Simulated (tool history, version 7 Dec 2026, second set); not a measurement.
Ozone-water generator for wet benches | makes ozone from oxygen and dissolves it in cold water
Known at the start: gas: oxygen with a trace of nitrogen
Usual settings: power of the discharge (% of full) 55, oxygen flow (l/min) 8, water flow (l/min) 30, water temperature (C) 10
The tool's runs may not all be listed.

run,hour,power of the discharge (% of full),oxygen flow (l/min),water flow (l/min),water temperature (C),dissolved ozone (ppm),ozone in the gas ahead of the water (g/m3)
1,0,55,8,30,10,30.4,227.4
2,37.3,55,8,30,10,30.7,227.4
3,59.2,55,8,30,10,30.4,225.6
4,103.6,55,8,30,10,30.5,228.9
5,130.1,55,8,30,10,30.1,230.2
6,151.3,55,8,30,10,30.4,228.6
7,190.2,55,8.05,30,16,28.1,228.2
8,223.1,55,8.05,30,16,28.4,229
9,249.4,92,4.87,36,11,30.7,377.3
10,276,71,4.71,23,8,38.1,322.2

Taken out of this log: 1 entry between the listed runs. Where each belongs, and how the hidden state differs across it:
Between runs 3 and 4: contactor cleaned (hour 77.2)
  contactor's efficiency, % of a clean one's: 99.8 -> 100; drift of the gauge itself on gas_g_m3, %: 0.13 -> 0.22
  measured less the result without the state, ozone in the gas ahead of the water (g/m3): +0.2 -> +0.4

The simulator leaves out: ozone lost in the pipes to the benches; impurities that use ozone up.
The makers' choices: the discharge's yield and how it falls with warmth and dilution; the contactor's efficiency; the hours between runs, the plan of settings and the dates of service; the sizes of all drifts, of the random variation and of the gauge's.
